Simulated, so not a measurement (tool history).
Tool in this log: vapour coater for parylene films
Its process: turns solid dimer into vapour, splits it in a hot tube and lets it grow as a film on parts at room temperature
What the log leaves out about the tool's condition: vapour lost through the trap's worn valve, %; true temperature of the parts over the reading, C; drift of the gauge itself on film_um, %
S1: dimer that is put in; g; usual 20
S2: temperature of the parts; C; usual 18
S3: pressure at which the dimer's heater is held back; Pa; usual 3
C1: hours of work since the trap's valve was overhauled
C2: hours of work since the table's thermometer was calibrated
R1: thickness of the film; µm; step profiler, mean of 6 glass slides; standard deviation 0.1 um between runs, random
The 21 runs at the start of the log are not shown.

Run 22, hour 372.5: usual settings; C1 111; C2 193. Result: R1 11.47 µm.
Run 23, hour 384: usual settings; C1 116; C2 199. Result: R1 11.86 µm.
Run 24, hour 400.6: usual settings but S1 15 g, S2 17 C, S3 11.07 Pa; C1 124; C2 207. Result: R1 6.88 µm.
Run 25, hour 415.2: usual settings but S1 18 g, S2 17 C; C1 131; C2 214. Result: R1 10.87 µm.
Run 26, hour 437.1: usual settings but S1 18 g, S2 17 C; C1 142; C2 224. Result: R1 10.89 µm.
Run 27, hour 457: usual settings but S1 18 g, S2 17 C; C1 151; C2 234. Result: R1 10.83 µm.
Run 28, hour 467.9: usual settings but S1 19 g, S2 14 C; C1 157; C2 239. Result: R1 12.81 µm.
Run 29, hour 478.1: usual settings but S1 19 g, S2 14 C; C1 162; C2 244. Result: R1 12.85 µm.
Run 30, hour 489.4: usual settings but S1 19 g, S2 14 C; C1 167; C2 249. Result: R1 12.84 µm.
Run 31, hour 504.4: usual settings but S2 24 C; C1 174; C2 256. Result: R1 9.05 µm.
Run 32, hour 514: usual settings but S1 28 g, S3 2.37 Pa; C1 179; C2 261. Result: R1 16.85 µm.
Run 33, hour 531.7: usual settings but S1 28 g, S3 2.37 Pa; C1 187; C2 269. Result: R1 16.75 µm.

Expected results for the next run?
Run 34, hour 548.3: usual settings but S1 12 g, S2 19 C, S3 2.64 Pa; C1 195; C2 277. Result: R1 ?.

{"run 34": {"R1": 6.79}}
Without the tool's hidden state the same run would have given R1 7.2 µm.
